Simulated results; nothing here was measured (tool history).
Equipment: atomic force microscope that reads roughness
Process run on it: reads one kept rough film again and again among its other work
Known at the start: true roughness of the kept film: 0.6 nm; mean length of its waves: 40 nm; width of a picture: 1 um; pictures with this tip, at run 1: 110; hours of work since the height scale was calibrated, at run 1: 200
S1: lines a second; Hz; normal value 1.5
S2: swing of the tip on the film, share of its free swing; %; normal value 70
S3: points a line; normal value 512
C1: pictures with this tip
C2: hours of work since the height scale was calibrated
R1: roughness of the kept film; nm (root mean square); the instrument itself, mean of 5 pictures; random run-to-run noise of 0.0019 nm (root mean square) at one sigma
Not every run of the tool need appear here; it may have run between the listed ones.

run   hour    S1  S2   S3   C1   C2     R1
  1      0   1.5  70  512  110  200  0.519
  2    9.3   1.5  70  512  121  205  0.522
  3   21.4   1.5  70  512  136  212  0.519
  4   26.7   1.5  70  512  142  215  0.519
  5   34.3   1.5  70  512  151  219  0.516
  6   42.3   1.5  70  512  161  224  0.515
  7   53.4   1.5  70  875  174  230  0.513
      61.9  -- new tip fitted
  8   65.7  0.84  70  512    4  236  0.561
  9   74.9  0.84  70  512   15  241  0.553
 10   86.9  0.84  70  512   29  248  0.553
 11   97.6   1.5  70  512   42  254  0.527
 12  103.2   1.5  70  512   49  257  0.529
 13    115  0.53  70  512   63  263   0.56
 14  126.8  0.53  70  512   77  270  0.556
 15  131.6  0.53  70  512   83  273  0.554
 16  139.6  0.53  70  512   92  277  0.553
 17  147.3  0.53  70  512  101  281  0.556
 18  153.2  0.53  70  512  108  284  0.551
 19    163  0.53  70  512  120  290  0.553
 20  172.5  0.53  70  512  132  295  0.549
     174.6  -- height scale calibrated on a step standard
 21    185   1.5  70  512  145    6  0.521
 22  192.8   1.5  70  918  155   10  0.515
 23  198.1   1.5  70  918  161   13  0.515
 24  207.7   1.5  70  918  172   18  0.511
 25  213.1   1.5  70  843  179   21  0.511
     217.7  -- new tip fitted
 26  222.2   1.5  88  512    5   26  0.469
 27  233.1   1.5  88  512   18   32  0.472
     239.6  -- height scale calibrated on a step standard, once more
 28  243.8   1.5  70  525   30    2  0.537
 29    250   0.8  70  671   37    6  0.557
 30    262   0.8  70  671   51   12  0.553
 31    267   0.8  62  396   57   15  0.559
 32    272   1.5  62  560   63   18  0.544
 33  279.9   1.5  62  560   73   22  0.544
 34  290.2   1.5  56  512   85   28  0.553
 35  298.3   1.5  56  512   95   32  0.551
 36  304.5  1.18  72  512  102   36  0.526
 37  313.9   3.6  84  687  113   41  0.385
 38  321.5  2.29  62  724  122   45  0.521
 39    331   1.9  62  484  134   50  0.528
 40  338.4  1.39  70  512  143   54  0.518
 41  344.5  1.39  70  512  150   58  0.519
 42  354.2  3.68  90  886  161   63  0.344
 43  361.9  3.68  90  886  171   67  0.344
 44  371.2  3.68  90  886  182   73  0.338
     374.2  -- new tip fitted
 45  379.4  3.94  82  461    6   77  0.399
 46  390.5  3.94  82  461   19   83  0.397
 47  398.4   1.5  71  278   29   87  0.525
 48  408.5  0.78  79  647   41   93   0.54
 49  415.6   1.5  60  512   49   97  0.553
 50  426.8  0.83  80  898   62  103  0.526
 51  437.2  0.83  80  898   75  109  0.531

For each entry between runs, how does the tool's hidden state at the last listed run before it compare with that at the first listed run after it?
From run 7 to run 8: new tip fitted (hour 61.9)
  radius of the tip, nm: 41.9 -> 11.6; height scale over the true one, %: -0.21 -> -0.22
  measured minus no-state result, R1: -0.026 -> -0.003 nm (root mean square)
From run 20 to run 21: height scale calibrated on a step standard (hour 174.6)
  radius of the tip, nm: 34.6 -> 36.8; height scale over the true one, %: -0.29 -> -0.41
  measured minus no-state result, R1: -0.022 -> -0.023 nm (root mean square)
From run 25 to run 26: new tip fitted (hour 217.7)
  radius of the tip, nm: 43.4 -> 12.4; height scale over the true one, %: -0.43 -> -0.44
  measured minus no-state result, R1: -0.027 -> -0.004 nm (root mean square)
From run 27 to run 28: height scale calibrated on a step standard, once more (hour 239.6)
  radius of the tip, nm: 14.7 -> 17.1; height scale over the true one, %: -0.45 -> -0.06
  measured minus no-state result, R1: -0.005 -> -0.006 nm (root mean square)
From run 44 to run 45: new tip fitted (hour 374.2)
  radius of the tip, nm: 44.1 -> 11.8; height scale over the true one, %: -0.15 -> -0.16
  measured minus no-state result, R1: -0.017 -> -0.002 nm (root mean square)
